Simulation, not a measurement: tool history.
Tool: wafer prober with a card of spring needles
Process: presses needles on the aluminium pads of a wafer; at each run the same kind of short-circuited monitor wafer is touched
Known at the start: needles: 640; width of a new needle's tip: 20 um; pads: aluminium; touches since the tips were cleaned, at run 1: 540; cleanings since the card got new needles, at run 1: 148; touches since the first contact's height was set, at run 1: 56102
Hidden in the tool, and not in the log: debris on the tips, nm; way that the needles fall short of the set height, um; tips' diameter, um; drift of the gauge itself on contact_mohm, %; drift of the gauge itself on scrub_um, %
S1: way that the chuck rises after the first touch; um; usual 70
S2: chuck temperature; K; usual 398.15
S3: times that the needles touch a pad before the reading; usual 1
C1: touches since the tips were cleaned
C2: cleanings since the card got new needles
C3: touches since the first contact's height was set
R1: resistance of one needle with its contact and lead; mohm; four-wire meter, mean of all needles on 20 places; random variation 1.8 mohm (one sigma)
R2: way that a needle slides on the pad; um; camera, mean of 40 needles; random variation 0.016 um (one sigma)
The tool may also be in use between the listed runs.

Run 1, day 0.000: usual settings; C1 540; C2 148; C3 56102. Result: R1 191 mohm, R2 11.38 um.
At day 0.262: tips cleaned on abrasive film.
At day 0.567: tips cleaned on abrasive film.
Run 2, day 0.638: usual settings; C1 703; C2 150; C3 62556. Result: R1 191 mohm, R2 11.37 um.
At day 0.883: tips cleaned on abrasive film.
At day 1.196: tips cleaned on abrasive film.
Run 3, day 1.346: usual settings; C1 1575; C2 152; C3 69788. Result: R1 192 mohm, R2 11.38 um.
At day 1.479: tips cleaned on abrasive film.
At day 1.783: tips cleaned on abrasive film.
At day 2.096: tips cleaned on abrasive film.
Run 4, day 2.229: usual settings; C1 1392; C2 155; C3 78738. Result: R1 193 mohm, R2 11.38 um.
At day 2.412: tips cleaned on abrasive film.
At day 2.675: tips cleaned on abrasive film.
At day 2.971: tips cleaned on abrasive film.
Run 5, day 3.133: usual settings; C1 1646; C2 158; C3 87893. Result: R1 191 mohm, R2 11.36 um.
At day 3.267: tips cleaned on abrasive film.
At day 3.583: tips cleaned on abrasive film.
At day 3.892: tips cleaned on abrasive film.
At day 3.971: height of the first contact set anew.
Run 6, day 4.133: usual settings; C1 2339; C2 161; C3 1677. Result: R1 190 mohm, R2 11.33 um.
At day 4.200: tips cleaned on abrasive film.
At day 4.512: tips cleaned on abrasive film.
At day 4.808: tips cleaned on abrasive film.
Run 7, day 4.825: usual settings but S1 81 um; C1 170; C2 164; C3 8640. Result: R1 188 mohm, R2 13.15 um.
At day 5.108: tips cleaned on abrasive film.
At day 5.417: tips cleaned on abrasive film.
Run 8, day 5.512: usual settings but S1 81 um, S2 301.15 K; C1 959; C2 166; C3 15631. Result: R1 174 mohm, R2 13.13 um.
At day 5.708: tips cleaned on abrasive film.
At day 6.017: tips cleaned on abrasive film.
At day 6.300: tips cleaned on abrasive film.
Run 9, day 6.321: usual settings but S2 308.15 K; C1 193; C2 169; C3 23824. Result: R1 173 mohm, R2 11.35 um.
At day 6.583: tips cleaned on abrasive film.
At day 6.879: tips cleaned on abrasive film.
Run 10, day 7.088: usual settings but S2 309.15 K; C1 2172; C2 171; C3 31648. Result: R1 173 mohm, R2 11.31 um.
At day 7.154: tips cleaned on abrasive film.
At day 7.454: tips cleaned on abrasive film.
At day 7.783: tips cleaned on abrasive film.
Run 11, day 7.846: usual settings; C1 651; C2 174; C3 39289. Result: R1 194 mohm, R2 11.35 um.
At day 8.092: tips cleaned on abrasive film.
At day 8.383: tips cleaned on abrasive film.
Run 12, day 8.517: usual settings but S2 373.15 K; C1 1365; C2 176; C3 46122. Result: R1 185 mohm, R2 11.33 um.
At day 8.708: tips cleaned on abrasive film.
At day 9.021: tips cleaned on abrasive film.
At day 9.333: tips cleaned on abrasive film.
At day 9.625: tips cleaned on abrasive film.
Run 13, day 9.625: usual settings but S2 362.15 K; C1 0; C2 180; C3 57346. Result: R1 185 mohm, R2 11.28 um.
At day 9.942: tips cleaned on abrasive film.
At day 10.204: tips cleaned on abrasive film.
Run 14, day 10.429: usual settings but S2 362.15 K; C1 2340; C2 182; C3 65541. Result: R1 184 mohm, R2 11.30 um.
At day 10.500: tips cleaned on abrasive film.
At day 10.808: tips cleaned on abrasive film.
At day 11.133: tips cleaned on abrasive film.
Run 15, day 11.358: usual settings but S1 77 um, S2 324.15 K, S3 2; C1 2315; C2 185; C3 74939. Result: R1 178 mohm, R2 12.42 um.
At day 11.425: tips cleaned on abrasive film.
At day 11.729: tips cleaned on abrasive film.
At day 12.033: tips cleaned on abrasive film.
Run 16, day 12.258: usual settings but S1 60 um; C1 2298; C2 188; C3 84084. Result: R1 193 mohm, R2 9.68 um.
At day 12.321: tips cleaned on abrasive film.
At day 12.621: tips cleaned on abrasive film.
At day 12.883: tips cleaned on abrasive film.
At day 13.192: tips cleaned on abrasive film.
Run 17, day 13.367: usual settings but S1 60 um; C1 1788; C2 192; C3 95315. Result: R1 191 mohm, R2 9.66 um.
At day 13.446: height of the first contact set anew.
At day 13.512: tips cleaned on abrasive film.
At day 13.796: tips cleaned on abrasive film.
At day 14.100: tips cleaned on abrasive film.
At day 14.400: tips cleaned on abrasive film.
Run 18, day 14.442: usual settings but S1 60 um; C1 401; C2 196; C3 10072. Result: R1 190 mohm, R2 9.66 um.
At day 14.700: tips cleaned on abrasive film.
At day 15.008: tips cleaned on abrasive film.
Run 19, day 15.167: usual settings but S1 60 um, S2 371.15 K; C1 1599; C2 198; C3 17445. Result: R1 186 mohm, R2 9.64 um.
At day 15.300: tips cleaned on abrasive film.
At day 15.588: tips cleaned on abrasive film.
At day 15.900: tips cleaned on abrasive film.
Run 20, day 16.117: usual settings but S1 60 um, S2 312.15 K, S3 2; C1 2225; C2 201; C3 27085. Result: R1 178 mohm, R2 9.65 um.
At day 16.175: tips cleaned on abrasive film.
At day 16.479: tips cleaned on abrasive film.
At day 16.788: tips cleaned on abrasive film.
Run 21, day 17.025: usual settings but S1 67 um, S3 2; C1 2436; C2 204; C3 36313. Result: R1 189 mohm, R2 10.76 um.
At day 17.092: tips cleaned on abrasive film.
At day 17.396: tips cleaned on abrasive film.
At day 17.712: tips cleaned on abrasive film.
Run 22, day 17.883: usual settings but S1 67 um, S3 2; C1 1744; C2 207; C3 44997. Result: R1 189 mohm, R2 10.78 um.
At day 18.017: tips cleaned on abrasive film.
At day 18.288: tips cleaned on abrasive film.
At day 18.550: tips cleaned on abrasive film.
At day 18.812: tips cleaned on abrasive film.
Run 23, day 18.817: usual settings but S1 67 um; C1 42; C2 211; C3 54428. Result: R1 194 mohm, R2 10.75 um.
At day 19.079: tips cleaned on abrasive film.
At day 19.388: tips cleaned on abrasive film.
At day 19.692: tips cleaned on abrasive film.
Run 24, day 19.725: usual settings but S1 78 um, S2 340.15 K; C1 313; C2 214; C3 63631. Result: R1 177 mohm, R2 12.51 um.
At day 19.975: tips cleaned on abrasive film.
At day 20.238: tips cleaned on abrasive film.
At day 20.529: tips cleaned on abrasive film.
Run 25, day 20.529: usual settings but S2 307.15 K; C1 0; C2 217; C3 71810. Result: R1 172 mohm, R2 11.23 um.
At day 20.858: tips cleaned on abrasive film.
At day 21.183: tips cleaned on abrasive film.
At day 21.479: tips cleaned on abrasive film.
Run 26, day 21.479: usual settings but S2 307.15 K; C1 0; C2 220; C3 81436. Result: R1 167 mohm, R2 11.21 um.
At day 21.788: tips cleaned on abrasive film.
At day 22.092: tips cleaned on abrasive film.
At day 22.404: tips cleaned on abrasive film.
Run 27, day 22.488: usual settings but S1 71 um, S2 305.15 K, S3 2; C1 833; C2 223; C3 91657. Result: R1 173 mohm, R2 11.37 um.
At day 22.704: tips cleaned on abrasive film.
At day 22.962: height of the first contact set anew.
At day 23.012: tips cleaned on abrasive film.
Run 28, day 23.021: usual settings but S1 71 um, S2 305.15 K, S3 2; C1 78; C2 225; C3 547. Result: R1 173 mohm, R2 11.34 um.

Some steps in R2 between neighbouring runs. How much of each would the tool show without its hidden state too (settings, what came in, random variation), and how much is left for the hidden state, with any gauge scatter that isn't in both results?
Run 6 -> 7: S1 70 -> 81, tips cleaned on abrasive film, tips cleaned on abrasive film, tips cleaned on abrasive film. R2 +1.82 um: hidden state -0.01, all else +1.83.
Run 15 -> 16: S1 77 -> 60, S2 324.15 -> 398.15, S3 2 -> 1, tips cleaned on abrasive film, tips cleaned on abrasive film, tips cleaned on abrasive film. R2 -2.74 um: hidden state +0.01, all else -2.75.
Run 20 -> 21: S1 60 -> 67, S2 312.15 -> 398.15, tips cleaned on abrasive film, tips cleaned on abrasive film, tips cleaned on abrasive film. R2 +1.11 um: hidden state -0.02, all else +1.13.
Run 23 -> 24: S1 67 -> 78, S2 398.15 -> 340.15, tips cleaned on abrasive film, tips cleaned on abrasive film, tips cleaned on abrasive film. R2 +1.76 um: hidden state -0.03, all else +1.79.

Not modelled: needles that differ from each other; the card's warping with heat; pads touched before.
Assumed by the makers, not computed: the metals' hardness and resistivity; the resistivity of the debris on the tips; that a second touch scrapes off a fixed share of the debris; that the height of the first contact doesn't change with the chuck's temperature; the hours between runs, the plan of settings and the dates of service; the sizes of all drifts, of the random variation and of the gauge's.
